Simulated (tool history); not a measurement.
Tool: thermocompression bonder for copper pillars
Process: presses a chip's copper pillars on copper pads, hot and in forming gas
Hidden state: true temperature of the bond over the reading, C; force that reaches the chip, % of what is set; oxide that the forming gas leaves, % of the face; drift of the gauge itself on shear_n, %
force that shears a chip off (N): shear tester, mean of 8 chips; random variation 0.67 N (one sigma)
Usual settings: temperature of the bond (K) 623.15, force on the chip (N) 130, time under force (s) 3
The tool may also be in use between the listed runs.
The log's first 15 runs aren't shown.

run	day	temperature of the bond (K)	force on the chip (N)	time under force (s)	hours of work since the heater was calibrated	hours of work since the force cell was calibrated	hours of work since the gas filter was changed	force that shears a chip off (N)
16	9.575	623.15	130	3	197	365	144	40.4
17	9.950	623.15	130	3	202	370	149	39.9
18	10.808	623.15	130	3	213	382	161	39.4
19	11.475	625.15	130	3	223	391	170	40.3
20	12.058	625.15	130	3	231	399	178	40.3
21	12.796	629.15	130	3	241	410	189	40.6
22	13.221	629.15	130	3	247	415	194	41.5
23	13.912	621.15	124	2	256	425	204	30.7
24	14.392	621.15	155	2	263	431	210	36.7
25	15.000	625.15	185	2	271	440	219	45.7
# day 15.333: forming gas filter changed
26	15.688	600.15	185	2	280	449	5	35.0
27	16.212	600.15	185	2	287	456	12	35.7
28	16.717	630.15	130	3	294	463	19	45.1
29	17.104	615.15	85	4	300	468	24	28.5
30	17.633	629.15	85	3	307	476	32	31.4
31	18.458	629.15	85	2	318	487	43	26.3
32	19.083	614.15	87	7	327	496	52	35.7
33	19.817	614.15	87	7	337	506	62	36.5
34	20.429	614.15	87	7	345	514	70	35.0
35	21.192	614.15	95	6	356	525	81	36.2
36	21.833	623.15	130	3	365	533	89	39.2
37	22.312	623.15	130	3	371	540	96	40.5
38	23.117	603.15	99	7	382	551	107	34.2
39	23.900	606.15	94	7	393	562	118	33.9

Forecast each of these 4 alternatives for the next run:
A	24.500	606.15	97	7	401	570	126	?
B	24.500	623.15	131	3	401	570	126	?
C	24.500	620.15	87	9	401	570	126	?
D	24.500	644.15	87	3	401	570	126	?

run	force that shears a chip off (N)
A	33.6
B	38.8
C	41.7
D	36.0
Without the tool's hidden state the same runs would have given:
run	force that shears a chip off (N)
A	39.2
B	45.0
C	48.3
D	41.7
